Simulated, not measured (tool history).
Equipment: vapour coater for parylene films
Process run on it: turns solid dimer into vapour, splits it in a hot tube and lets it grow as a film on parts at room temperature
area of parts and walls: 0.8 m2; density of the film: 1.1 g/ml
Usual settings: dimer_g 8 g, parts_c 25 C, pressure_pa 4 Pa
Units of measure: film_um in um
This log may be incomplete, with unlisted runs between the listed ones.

run 1 hour=0 | dimer_g=8 parts_c=25 pressure_pa=4 | film_um=4.63
run 2 hour=24.5 | dimer_g=4 parts_c=25 pressure_pa=4 | film_um=2.28
run 3 hour=58 | dimer_g=8 parts_c=25 pressure_pa=4.25 | film_um=4.63
run 4 hour=96.6 | dimer_g=8 parts_c=25 pressure_pa=4.25 | film_um=4.49
-- hour=115.9 trap's valve overhauled
run 5 hour=148.7 | dimer_g=4 parts_c=25 pressure_pa=4 | film_um=2.53
run 6 hour=172.7 | dimer_g=4 parts_c=25 pressure_pa=4 | film_um=2.53
run 7 hour=210.1 | dimer_g=8 parts_c=19 pressure_pa=4 | film_um=6.3
run 8 hour=231.9 | dimer_g=8 parts_c=25 pressure_pa=4 | film_um=5.08
run 9 hour=266.6 | dimer_g=8 parts_c=25 pressure_pa=4 | film_um=5.07
run 10 hour=288.9 | dimer_g=8 parts_c=25 pressure_pa=3.83 | film_um=4.98
run 11 hour=320.3 | dimer_g=8 parts_c=25 pressure_pa=3.83 | film_um=5.04
run 12 hour=356 | dimer_g=8 parts_c=25 pressure_pa=3.83 | film_um=5.08
run 13 hour=388 | dimer_g=8 parts_c=25 pressure_pa=3.83 | film_um=5.07
run 14 hour=416.4 | dimer_g=8 parts_c=25 pressure_pa=3.83 | film_um=5.09
run 15 hour=445.7 | dimer_g=8 parts_c=25 pressure_pa=4 | film_um=4.96
run 16 hour=471.4 | dimer_g=8 parts_c=25 pressure_pa=4 | film_um=4.94
run 17 hour=519.5 | dimer_g=8 parts_c=25 pressure_pa=4 | film_um=4.82
run 18 hour=539.5 | dimer_g=8 parts_c=25 pressure_pa=4 | film_um=4.92
run 19 hour=570.5 | dimer_g=8 parts_c=25 pressure_pa=4 | film_um=4.9
run 20 hour=602.1 | dimer_g=8 parts_c=25 pressure_pa=4 | film_um=4.87
run 21 hour=631 | dimer_g=8 parts_c=25 pressure_pa=4 | film_um=4.85
run 22 hour=654.2 | dimer_g=8 parts_c=25 pressure_pa=4 | film_um=4.78
run 23 hour=685.6 | dimer_g=8 parts_c=25 pressure_pa=4 | film_um=4.92
run 24 hour=727.8 | dimer_g=8 parts_c=31 pressure_pa=4 | film_um=3.76
run 25 hour=766.3 | dimer_g=8 parts_c=18 pressure_pa=9.38 | film_um=5.74
run 26 hour=804.8 | dimer_g=8 parts_c=25 pressure_pa=2.9 | film_um=4.73
run 27 hour=831.5 | dimer_g=8 parts_c=25 pressure_pa=2.9 | film_um=4.9
-- hour=859.6 table's thermometer calibrated
run 28 hour=868.8 | dimer_g=7 parts_c=26 pressure_pa=2.9 | film_um=4.26
run 29 hour=907.4 | dimer_g=6 parts_c=35 pressure_pa=7.68 | film_um=2.43
run 30 hour=931 | dimer_g=6 parts_c=35 pressure_pa=7.68 | film_um=2.34
run 31 hour=957.8 | dimer_g=6 parts_c=23 pressure_pa=10.86 | film_um=3.68
run 32 hour=995.6 | dimer_g=13 parts_c=25 pressure_pa=7.17 | film_um=7.48
run 33 hour=1034.5 | dimer_g=7 parts_c=25 pressure_pa=4.2 | film_um=4.21
run 34 hour=1077.6 | dimer_g=7 parts_c=25 pressure_pa=4.2 | film_um=4.16
run 35 hour=1126.4 | dimer_g=8 parts_c=37 pressure_pa=3.97 | film_um=3.02
run 36 hour=1151.2 | dimer_g=8 parts_c=18 pressure_pa=4 | film_um=6.16
-- hour=1174.6 trap's valve overhauled
run 37 hour=1176 | dimer_g=11 parts_c=18 pressure_pa=5.89 | film_um=9.02
run 38 hour=1202.1 | dimer_g=11 parts_c=32 pressure_pa=2.7 | film_um=5.77
run 39 hour=1239.4 | dimer_g=5 parts_c=31 pressure_pa=2.7 | film_um=2.67
run 40 hour=1277.9 | dimer_g=8 parts_c=23 pressure_pa=10.93 | film_um=5.24
run 41 hour=1303.4 | dimer_g=5 parts_c=23 pressure_pa=6.28 | film_um=3.43
run 42 hour=1329.1 | dimer_g=5 parts_c=23 pressure_pa=6.28 | film_um=3.38
run 43 hour=1378.8 | dimer_g=7 parts_c=23 pressure_pa=2.22 | film_um=5.1
run 44 hour=1427.8 | dimer_g=4 parts_c=23 pressure_pa=6.93 | film_um=2.65
run 45 hour=1475 | dimer_g=4 parts_c=21 pressure_pa=8.59 | film_um=2.8
run 46 hour=1504.8 | dimer_g=4 parts_c=21 pressure_pa=8.59 | film_um=2.83

Branching from run 46: 4 alternative next runs. What would each branch give?
run A hour=1543.1 | dimer_g=7 parts_c=22 pressure_pa=2.89 | film_um=?
run B hour=1543.1 | dimer_g=5 parts_c=20 pressure_pa=9.1 | film_um=?
run C hour=1543.1 | dimer_g=9 parts_c=18 pressure_pa=4.96 | film_um=?
run D hour=1543.1 | dimer_g=10 parts_c=29 pressure_pa=7.31 | film_um=?

run=A film_um=5.04
run=B film_um=3.57
run=C film_um=7.17
run=D film_um=5.2
With the hidden condition removed and each run's random variation left untouched, the same runs would have given:
run=A film_um=5.34
run=B film_um=3.77
run=C film_um=7.59
run=D film_um=5.51

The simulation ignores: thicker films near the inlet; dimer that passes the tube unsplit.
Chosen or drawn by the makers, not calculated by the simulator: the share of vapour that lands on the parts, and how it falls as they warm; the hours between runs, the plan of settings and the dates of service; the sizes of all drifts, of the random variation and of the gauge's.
